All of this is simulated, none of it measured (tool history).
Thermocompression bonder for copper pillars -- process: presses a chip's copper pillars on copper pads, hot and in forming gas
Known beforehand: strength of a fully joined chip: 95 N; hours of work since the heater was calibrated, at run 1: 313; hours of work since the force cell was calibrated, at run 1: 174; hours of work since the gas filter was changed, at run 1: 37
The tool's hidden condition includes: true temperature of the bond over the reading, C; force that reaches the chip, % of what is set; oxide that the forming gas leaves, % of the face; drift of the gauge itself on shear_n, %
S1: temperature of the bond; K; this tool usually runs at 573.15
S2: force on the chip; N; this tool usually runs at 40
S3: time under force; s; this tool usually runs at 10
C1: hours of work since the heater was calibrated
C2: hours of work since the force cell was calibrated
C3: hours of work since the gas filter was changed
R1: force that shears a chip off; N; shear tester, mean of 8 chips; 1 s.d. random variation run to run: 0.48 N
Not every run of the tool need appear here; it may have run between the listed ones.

Run 1, hour 0.0: usual settings; C1 313; C2 174; C3 37. Result: R1 33.8 N.
Run 2, hour 30.6: usual settings; C1 328; C2 190; C3 52. Result: R1 34.3 N.
Run 3, hour 62.7: usual settings but S1 577.15 K; C1 345; C2 206; C3 69. Result: R1 35.6 N.
Run 4, hour 84.8: usual settings but S1 577.15 K; C1 356; C2 217; C3 80. Result: R1 35.5 N.
Run 5, hour 116.3: usual settings but S1 577.15 K; C1 372; C2 233; C3 96. Result: R1 34.8 N.
Run 6, hour 152.0: usual settings; C1 390; C2 252; C3 114. Result: R1 31.5 N.
Run 7, hour 168.0: usual settings; C1 399; C2 260; C3 122. Result: R1 32.2 N.
Run 8, hour 195.5: usual settings; C1 413; C2 274; C3 136. Result: R1 31.9 N.
Run 9, hour 211.2: usual settings; C1 421; C2 282; C3 144. Result: R1 31.3 N.
At hour 225.9: forming gas filter changed.
Run 10, hour 232.9: usual settings; C1 432; C2 293; C3 4. Result: R1 33.6 N.
Run 11, hour 254.6: usual settings; C1 443; C2 304; C3 15. Result: R1 33.6 N.
Run 12, hour 275.5: usual settings; C1 453; C2 314; C3 25. Result: R1 33.3 N.
Run 13, hour 301.8: usual settings; C1 467; C2 328; C3 39. Result: R1 33.1 N.
Run 14, hour 339.4: usual settings; C1 486; C2 347; C3 58. Result: R1 32.7 N.
Run 15, hour 375.2: usual settings but S1 544.15 K; C1 504; C2 365; C3 76. Result: R1 19.9 N.
Run 16, hour 405.2: usual settings but S1 586.15 K, S3 26 s; C1 520; C2 381; C3 92. Result: R1 53.7 N.
Run 17, hour 437.2: usual settings but S1 586.15 K, S3 26 s; C1 536; C2 397; C3 108. Result: R1 54.2 N.
Run 18, hour 456.1: usual settings but S1 563.15 K, S2 29 N, S3 20 s; C1 546; C2 407; C3 118. Result: R1 28.7 N.
Run 19, hour 484.7: usual settings but S1 563.15 K, S2 29 N, S3 20 s; C1 560; C2 421; C3 132. Result: R1 28.0 N.
Run 20, hour 514.8: usual settings but S1 563.15 K, S2 29 N, S3 20 s; C1 575; C2 437; C3 148. Result: R1 27.4 N.
At hour 520.3: forming gas filter changed.
Run 21, hour 530.8: usual settings but S3 21 s; C1 583; C2 445; C3 5. Result: R1 44.4 N.
Run 22, hour 551.8: usual settings but S2 48 N, S3 21 s; C1 594; C2 455; C3 16. Result: R1 49.6 N.
Run 23, hour 573.6: usual settings but S1 566.15 K, S3 15 s; C1 605; C2 466; C3 27. Result: R1 35.2 N.
Run 24, hour 593.8: usual settings but S2 36 N; C1 616; C2 477; C3 38. Result: R1 31.1 N.
Run 25, hour 621.1: usual settings but S1 544.15 K, S2 45 N, S3 8 s; C1 630; C2 491; C3 51. Result: R1 19.3 N.

Pick out some run-to-run changes in R1. Of each, how much would a tool without hidden state show as well, from the settings, what came in and chance, and how much is left for the hidden state and any gauge scatter not in both results compared?
Run 9 -> 10: forming gas filter changed. R1 +2.3 N: hidden state +2.7, all else -0.4.
Run 15 -> 16: S1 544.15 -> 586.15, S3 10 -> 26. R1 +33.8 N: hidden state -2.6, all else +36.4.
Run 17 -> 18: S1 586.15 -> 563.15, S2 40 -> 29, S3 26 -> 20. R1 -25.5 N: hidden state +1.9, all else -27.4.

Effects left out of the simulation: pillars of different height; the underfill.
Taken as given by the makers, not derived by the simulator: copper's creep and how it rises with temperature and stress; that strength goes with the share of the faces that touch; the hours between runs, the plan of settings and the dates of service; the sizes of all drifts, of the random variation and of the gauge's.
